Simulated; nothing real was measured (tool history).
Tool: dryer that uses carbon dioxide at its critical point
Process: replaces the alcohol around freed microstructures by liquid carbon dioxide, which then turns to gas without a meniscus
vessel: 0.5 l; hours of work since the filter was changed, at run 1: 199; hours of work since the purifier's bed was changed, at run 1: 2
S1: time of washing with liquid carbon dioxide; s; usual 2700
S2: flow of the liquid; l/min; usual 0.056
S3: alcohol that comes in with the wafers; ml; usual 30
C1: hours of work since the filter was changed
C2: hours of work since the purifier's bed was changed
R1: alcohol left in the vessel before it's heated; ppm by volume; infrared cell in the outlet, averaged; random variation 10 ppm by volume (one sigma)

run	hour	S1	S2	S3	C1	C2	R1
1	0	2700	0.056	30	199	2	725
2	11.3	2700	0.056	30	204	7	732
3	26.7	2700	0.056	30	212	15	742
4	42.8	2700	0.0351	30	220	23	3962
5	55.8	2700	0.056	30	226	30	790
6	63.7	2700	0.056	30	230	34	759
7	71.6	2700	0.056	30	234	38	759
8	87.3	1680	0.056	30	242	45	4000
9	99.9	1680	0.056	30	248	52	3985
10	116.3	1680	0.056	30	257	60	4064
11	127.5	2700	0.056	49	262	65	1330
12	136.4	2700	0.056	49	267	70	1294
13	146.6	2940	0.056	30	272	75	579
14	156.6	2940	0.056	30	277	80	584
15	174	2940	0.056	30	285	89	596
16	184.9	2940	0.056	30	291	94	596
17	195.9	2700	0.0367	30	296	100	3807
18	203.7	2700	0.0367	30	300	103	3781
19	213.7	2700	0.0392	110	305	108	11421
20	222.6	3360	0.0417	110	310	113	4359
21	229.7	3360	0.0417	110	313	116	4435
22	239.7	2280	0.0383	33	318	121	5772
23	252.5	2280	0.0383	33	325	128	5879
24	260.5	2280	0.0383	33	329	132	5792
25	269.4	2700	0.0374	35	333	136	4232
26	279.8	2700	0.0784	30	338	141	227
27	291	2700	0.0685	29	344	147	396
28	302.8	3060	0.0571	25	350	153	448
29	318.7	4200	0.056	76	358	161	310
30	333.9	2700	0.0357	30	365	168	4342
31	342.1	2460	0.0558	83	369	173	3613
# hour 344.7: inlet filter changed
32	352.8	3960	0.0374	108	4	177	2617
33	370.1	3960	0.0374	108	13	186	2593
34	387.2	2640	0.04	42	21	194	3569
35	398.6	2040	0.056	99	27	200	6097
36	413.5	2040	0.056	99	34	208	6370

Forecast each of these 4 alternatives for the next run:
A	424.3	2700	0.056	65	40	213	?
B	424.3	1740	0.056	29	40	213	?
C	424.3	3360	0.0675	99	40	213	?
D	424.3	2040	0.0655	99	40	213	?

run	R1
A	1385
B	3190
C	299
D	3344
Without the tool's hidden state the same runs would have given:
run	R1
A	1199
B	2955
C	168
D	3062
